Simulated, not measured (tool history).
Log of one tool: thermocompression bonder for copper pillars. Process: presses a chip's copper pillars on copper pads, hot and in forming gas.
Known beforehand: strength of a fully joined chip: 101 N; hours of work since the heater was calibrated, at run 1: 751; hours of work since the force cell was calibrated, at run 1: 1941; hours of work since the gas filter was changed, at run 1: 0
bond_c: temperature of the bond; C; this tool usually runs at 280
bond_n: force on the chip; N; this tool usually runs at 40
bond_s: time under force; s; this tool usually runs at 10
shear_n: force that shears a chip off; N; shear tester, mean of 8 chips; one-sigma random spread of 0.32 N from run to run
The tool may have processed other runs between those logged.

run	day	bond_c	bond_n	bond_s	hours of work since the heater was calibrated	hours of work since the force cell was calibrated	hours of work since the gas filter was changed	shear_n
1	0.000	280	40	10	751	1941	0	40.7
2	2.158	280	40	12	780	1970	30	43.4
3	6.312	280	40	10	837	2027	87	40.7
# day 7.646: force cell calibrated
# day 8.229: forming gas filter changed
4	8.779	280	40	10	870	15	8	40.6
5	10.788	280	40	10	898	43	35	40.9
6	14.708	280	40	10	952	97	89	40.3
# day 16.350: forming gas filter changed
7	18.338	280	40	10	1001	146	27	40.8
8	22.533	280	40	10	1059	204	85	40.7
# day 23.579: heater calibrated with a thermocouple chip
# day 24.821: forming gas filter changed
9	26.379	280	40	10	38	256	21	40.0
10	29.983	280	40	10	88	305	71	40.3
# day 33.175: forming gas filter changed
11	33.642	280	40	10	138	355	6	40.3
12	35.638	269	40	10	165	383	34	33.5
13	38.354	280	40	10	203	420	71	40.6
# day 41.433: forming gas filter changed
14	42.338	307	34	10	257	474	12	51.4
15	45.104	307	34	10	295	513	50	50.2
16	47.808	307	34	10	332	550	88	50.4
# day 49.883: forming gas filter changed
17	50.308	297	40	30	366	584	6	72.4
18	54.375	261	40	30	422	640	62	44.8
19	56.325	261	40	30	449	667	89	45.0
# day 58.200: forming gas filter changed
20	58.625	286	47	6	481	698	6	42.8
21	61.596	280	40	6	521	739	47	32.8
22	64.842	304	31	14	566	783	91	49.6
# day 66.329: forming gas filter changed
23	66.938	304	31	14	595	812	8	50.3
24	69.083	304	31	14	624	841	38	50.4
25	73.279	304	31	14	682	899	96	49.8

Describe how what the log doesn't record of the tool's condition differs between the last listed run preceding each entry between runs and the first listed run following it.
Between runs 3 and 4: force cell calibrated (day 7.646); forming gas filter changed (day 8.229)
  force that reaches the chip, % of what is set: 99.8 -> 100; oxide that the forming gas leaves, % of the face: 0.88 -> 0.54
Between runs 6 and 7: forming gas filter changed (day 16.350)
  oxide that the forming gas leaves, % of the face: 0.9 -> 0.63
Between runs 8 and 9: heater calibrated with a thermocouple chip (day 23.579); forming gas filter changed (day 24.821)
  true temperature of the bond over the reading, C: 0.5 -> 0; oxide that the forming gas leaves, % of the face: 0.9 -> 0.6
Between runs 10 and 11: forming gas filter changed (day 33.175)
  oxide that the forming gas leaves, % of the face: 0.81 -> 0.53
Between runs 13 and 14: forming gas filter changed (day 41.433)
  oxide that the forming gas leaves, % of the face: 0.82 -> 0.56
Between runs 16 and 17: forming gas filter changed (day 49.883)
  oxide that the forming gas leaves, % of the face: 0.91 -> 0.53
Between runs 19 and 20: forming gas filter changed (day 58.200)
  oxide that the forming gas leaves, % of the face: 0.9 -> 0.53
Between runs 22 and 23: forming gas filter changed (day 66.329)
  oxide that the forming gas leaves, % of the face: 0.94 -> 0.55
